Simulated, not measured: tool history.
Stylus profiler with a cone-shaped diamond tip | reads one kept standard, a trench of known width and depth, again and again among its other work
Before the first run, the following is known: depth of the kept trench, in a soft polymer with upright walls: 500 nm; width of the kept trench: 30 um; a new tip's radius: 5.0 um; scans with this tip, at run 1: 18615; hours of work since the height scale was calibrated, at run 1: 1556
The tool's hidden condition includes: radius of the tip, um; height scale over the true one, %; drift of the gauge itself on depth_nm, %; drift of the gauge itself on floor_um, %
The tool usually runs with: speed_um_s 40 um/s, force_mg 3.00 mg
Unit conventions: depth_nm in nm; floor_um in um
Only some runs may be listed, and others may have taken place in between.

run	hour	speed_um_s	force_mg	scans with this tip	hours of work since the height scale was calibrated	depth_nm	floor_um
1	0.0	40	3.00	18615	1556	509.23	23.55
2	58.2	40	3.00	19012	1590	509.46	23.54
3	123.4	40	3.00	19455	1627	509.51	23.49
4	182.5	40	3.00	19858	1660	509.31	23.47
5	250.7	40	3.00	20323	1699	509.44	23.39
# hour 276.7: height scale calibrated on a step standard
6	306.2	40	3.00	20697	17	506.05	23.38
7	364.9	100	3.00	21097	50	506.34	23.07
8	454.3	40	4.03	21706	101	507.57	23.31
9	547.6	40	3.00	22342	154	506.52	23.20
10	639.0	40	3.00	22964	206	506.84	23.20
11	684.7	40	3.00	23276	232	506.29	23.20
12	734.4	22	1.34	23614	261	504.14	23.18
# hour 757.8: new tip fitted, height scale calibrated
13	781.9	45	4.65	164	14	508.08	25.49
14	841.1	70	3.60	567	47	506.89	25.32
15	885.8	76	2.24	872	73	505.26	25.16
16	962.1	35	3.00	1391	116	506.42	25.35

Run 17 has not been measured yet. What should we expect?
17	1043.2	61	1.25	1944	163	?	?

depth_nm: 503.78 nm
floor_um: 25.03 um
Minus the tool's unlogged condition, the same run would have read depth_nm 503.43 nm, floor_um 25.19 um.
